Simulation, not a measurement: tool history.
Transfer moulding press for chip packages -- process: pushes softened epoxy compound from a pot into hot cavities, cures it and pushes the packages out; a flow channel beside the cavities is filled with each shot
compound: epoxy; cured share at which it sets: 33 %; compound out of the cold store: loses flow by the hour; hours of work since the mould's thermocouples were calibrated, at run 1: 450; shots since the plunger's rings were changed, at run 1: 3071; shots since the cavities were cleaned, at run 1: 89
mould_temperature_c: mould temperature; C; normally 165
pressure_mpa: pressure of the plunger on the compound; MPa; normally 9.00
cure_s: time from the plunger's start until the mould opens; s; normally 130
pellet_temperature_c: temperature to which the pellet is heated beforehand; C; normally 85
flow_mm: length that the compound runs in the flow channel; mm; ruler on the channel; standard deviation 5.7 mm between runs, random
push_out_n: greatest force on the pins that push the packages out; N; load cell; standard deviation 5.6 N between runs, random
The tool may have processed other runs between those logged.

run	hour	mould_temperature_c	pressure_mpa	cure_s	pellet_temperature_c	hours of work since the mould's thermocouples were calibrated	shots since the plunger's rings were changed	shots since the cavities were cleaned	incoming compound's hours out of the cold store	flow_mm	push_out_n
1	0.0	165	9.00	130	85	450	3071	89	42.8	585	230
2	25.8	165	9.00	130	85	464	3263	281	31.4	598	291
3	42.2	165	9.00	130	85	472	3384	402	22.3	627	325
4	63.9	165	9.00	130	85	483	3545	563	28.9	597	350
5	84.1	165	9.00	130	85	494	3696	714	46.9	581	377
6	96.8	165	9.00	130	85	500	3790	808	27.6	614	397
# hour 111.2: cavities cleaned with cleaning compound and waxed
7	115.0	165	9.00	130	94	509	3914	28	37.8	598	453
8	136.2	165	9.00	130	94	520	4072	186	20.4	614	465
9	148.9	165	9.00	130	94	526	4165	279	28.2	600	466
10	161.6	165	9.00	130	94	533	4260	374	26.9	614	467
11	173.1	165	9.00	130	94	539	4345	459	15.7	612	454
# hour 193.1: mould's thermocouples calibrated
12	193.1	165	9.00	130	94	0	4479	593	17.2	618	455
13	215.4	165	9.00	130	94	12	4644	758	19.2	620	469
# hour 220.9: cavities cleaned with cleaning compound and waxed, once more
14	229.3	165	8.69	130	85	18	4736	62	20.7	605	226
15	246.6	165	8.76	165	85	27	4865	191	9.4	633	230
16	262.9	169	7.21	126	94	35	4985	311	46.6	491	269
17	284.1	169	7.21	147	87	46	5143	469	10.5	545	306
18	308.7	158	8.87	135	85	59	5326	652	33.8	603	542
19	331.0	158	8.87	135	85	70	5491	817	19.5	634	562
# hour 342.3: plunger's sealing rings changed
# hour 346.0: cavities cleaned with cleaning compound and waxed
20	351.3	158	8.87	135	85	79	56	39	44.0	642	306
21	368.8	169	6.82	130	85	88	186	169	41.0	531	241
22	387.8	169	9.79	140	84	97	327	310	22.9	649	272
23	401.5	171	9.66	162	84	105	429	412	15.1	670	277
24	415.5	171	9.66	162	84	112	533	516	40.0	613	310
25	440.9	169	9.18	130	81	125	721	704	40.9	595	328
26	462.8	169	10.16	130	81	136	884	867	27.4	666	364
# hour 469.7: cavities cleaned with cleaning compound and waxed
27	482.7	162	9.00	146	90	146	1021	97	42.6	616	235
28	507.2	165	10.26	130	90	158	1202	278	19.8	677	308

What if the next run were any one of these 3? Each begins from the tool's condition after run 28:
A	521.7	172	9.00	133	85	166	1310	386	37.8	?	?
B	521.7	158	7.91	119	85	166	1310	386	47.6	?	?
C	521.7	165	9.00	130	92	166	1310	386	19.7	?	?

run	flow_mm	push_out_n
A	594	283
B	588	564
C	646	328
With no hidden state in the tool, these same runs would have given:
run	flow_mm	push_out_n
A	607	166
B	600	347
C	660	199
